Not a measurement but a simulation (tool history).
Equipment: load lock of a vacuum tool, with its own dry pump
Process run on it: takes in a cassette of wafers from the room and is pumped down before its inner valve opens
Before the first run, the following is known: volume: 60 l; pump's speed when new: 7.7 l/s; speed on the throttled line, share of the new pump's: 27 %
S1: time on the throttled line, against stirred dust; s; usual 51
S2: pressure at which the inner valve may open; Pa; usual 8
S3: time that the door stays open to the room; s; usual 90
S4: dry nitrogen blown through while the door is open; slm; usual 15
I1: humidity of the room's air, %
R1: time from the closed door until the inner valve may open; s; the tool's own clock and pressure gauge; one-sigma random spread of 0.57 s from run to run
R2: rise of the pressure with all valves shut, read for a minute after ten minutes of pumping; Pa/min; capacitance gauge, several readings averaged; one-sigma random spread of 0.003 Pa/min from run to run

run,day,S1,S2,S3,S4,I1,R1,R2
1,0,51,8,90,15,45.2,115.6,0.077
2,8.442,51,8,90,15,43.8,115.4,0.074
3,14.238,51,8,90,18,45.2,115.1,0.073
4,24.254,51,8,187,15,45.9,116,0.091
5,36.925,51,8,90,19,44.1,116.7,0.085
6,47.567,51,8,90,19,46.1,115.9,0.078
7,59.2,51,8,90,19,48,116.6,0.08
8,70.992,51,8,90,19,41,115.7,0.084
9,79.642,51,8,90,19,43.6,116.8,0.079
10,87.042,51,8,90,19,49.7,116.4,0.092
11,98.521,51,8,90,19,43,115.2,0.085
12,108.558,51,8,90,19,47.1,116.4,0.091
13,121.067,51,8,90,15,47.3,117.5,0.093
14,131.846,51,15,90,15,44.1,111.1,0.091
15,139.746,51,15,90,15,46.5,111.5,0.099
16,149.596,51,15,90,15,48.3,110.5,0.099
17,157.942,51,15,90,15,47.4,111.9,0.097
18,163.521,51,8,90,42,43.5,116.7,0.088
19,173.608,45,8,90,42,43.7,112.1,0.085
20,184.708,45,8,90,42,46.5,112.8,0.093
21,189.912,45,8,90,42,45.3,112,0.083
22,202.483,45,8,90,42,47.7,112.7,0.094
23,208.425,29,11,90,15,44.2,99.2,0.115
24,220.704,36,8,37,15,42.2,107.4,0.1
25,229.288,51,8,136,15,42.7,117.5,0.113
26,234.621,51,9,90,15,41.8,116.5,0.106
27,243.371,35,8,90,15,43.3,105.9,0.105
28,250.004,35,7,90,27,45.3,107.3,0.105
29,256.888,35,7,90,27,42,107.5,0.113
30,266.808,35,7,90,27,47.7,107.5,0.111
31,277.038,35,8,62,8,45.6,106.5,0.124
32,282.908,35,8,62,5,48.3,106.6,0.13
33,290.138,73,8,90,15,46.3,134.1,0.122
34,299.038,31,13,27,15,45.8,100.3,0.11
35,304.458,51,14,90,15,45.6,113.3,0.123

A few steps of R1 between consecutive runs. Split each: what settings, incoming material and random variation would produce without the hidden state, and what is left over for the hidden state, along with gauge scatter present in only one of the two compared results (measured, and without hidden state):
Hidden conditions of the tool in this case: pump's speed, % of a new pump's; leak at the door's seal, Pa l/s; drift of the gauge itself on ready_s, %; drift of the gauge itself on rise_pa_min, %.
Run 22 -> 23: S1 45 -> 29, S2 8 -> 11, S4 42 -> 15. R1 -13.5 s: hidden state +0.3, all else -13.8.
Run 26 -> 27: S1 51 -> 35, S2 9 -> 8. R1 -10.6 s: hidden state +0.6, all else -11.2.
Run 32 -> 33: S1 35 -> 73, S3 62 -> 90, S4 5 -> 15. R1 +27.5 s: hidden state -0.9, all else +28.4.
Run 33 -> 34: S1 73 -> 31, S2 8 -> 13, S3 90 -> 27. R1 -33.8 s: hidden state +0.7, all else -34.5.

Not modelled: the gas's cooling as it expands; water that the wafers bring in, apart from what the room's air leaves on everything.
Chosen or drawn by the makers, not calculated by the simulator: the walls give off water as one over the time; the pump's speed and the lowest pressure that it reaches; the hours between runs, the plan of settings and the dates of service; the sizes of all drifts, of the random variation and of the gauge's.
